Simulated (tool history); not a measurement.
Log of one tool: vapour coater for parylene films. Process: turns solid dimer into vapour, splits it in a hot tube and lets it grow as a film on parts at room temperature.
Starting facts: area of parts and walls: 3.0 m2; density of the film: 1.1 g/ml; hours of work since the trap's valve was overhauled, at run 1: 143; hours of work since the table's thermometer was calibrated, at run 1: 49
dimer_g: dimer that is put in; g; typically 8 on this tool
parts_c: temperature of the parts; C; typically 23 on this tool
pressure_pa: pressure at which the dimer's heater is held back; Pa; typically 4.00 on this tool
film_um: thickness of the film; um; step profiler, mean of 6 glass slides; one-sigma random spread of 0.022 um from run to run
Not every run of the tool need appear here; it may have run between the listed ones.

run,hour,dimer_g,parts_c,pressure_pa,hours of work since the trap's valve was overhauled,hours of work since the table's thermometer was calibrated,film_um
1,0.0,8,23,4.00,143,49,1.29
2,53.6,8,31,4.00,181,87,0.89
3,95.2,8,16,4.00,210,116,1.70
4,138.1,8,23,4.00,240,147,1.20
5,183.0,8,23,4.00,272,178,1.25
6,231.8,8,23,4.00,307,213,1.23
7,278.3,8,23,4.00,339,246,1.25
8,316.9,8,23,4.00,367,273,1.23
9,369.2,8,23,4.00,404,310,1.24
10,412.0,8,23,4.00,434,340,1.25
11,459.3,8,23,4.00,467,373,1.24
12,491.5,8,23,4.00,490,396,1.21
13,535.6,8,23,4.00,521,427,1.23
14,560.0,8,22,5.67,538,445,1.18
15,590.7,8,22,5.67,560,466,1.20
16,639.3,4,25,9.45,594,500,0.48
17,685.5,4,25,9.45,627,533,0.45
18,741.6,3,25,3.41,666,573,0.45
# hour 776.9: trap's valve overhauled
19,796.1,10,23,4.53,14,608,1.50
20,850.2,5,25,9.12,52,647,0.57
21,886.0,5,25,9.12,77,672,0.57
22,931.8,4,29,4.00,109,704,0.48
23,960.0,12,29,2.88,129,724,1.51
24,1017.4,6,23,8.37,170,765,0.80
25,1063.4,5,31,4.00,202,797,0.51
26,1111.2,5,31,4.00,236,831,0.49

What if the next run were any one of these 3? Each begins from the tool's condition after run 26:
A,1156.8,5,20,5.42,268,863,?
B,1156.8,5,27,2.96,268,863,?
C,1156.8,8,23,3.05,268,863,?

run,film_um
A,0.82
B,0.66
C,1.29
Without the tool's hidden state the same runs would have given:
run,film_um
A,0.82
B,0.67
C,1.30
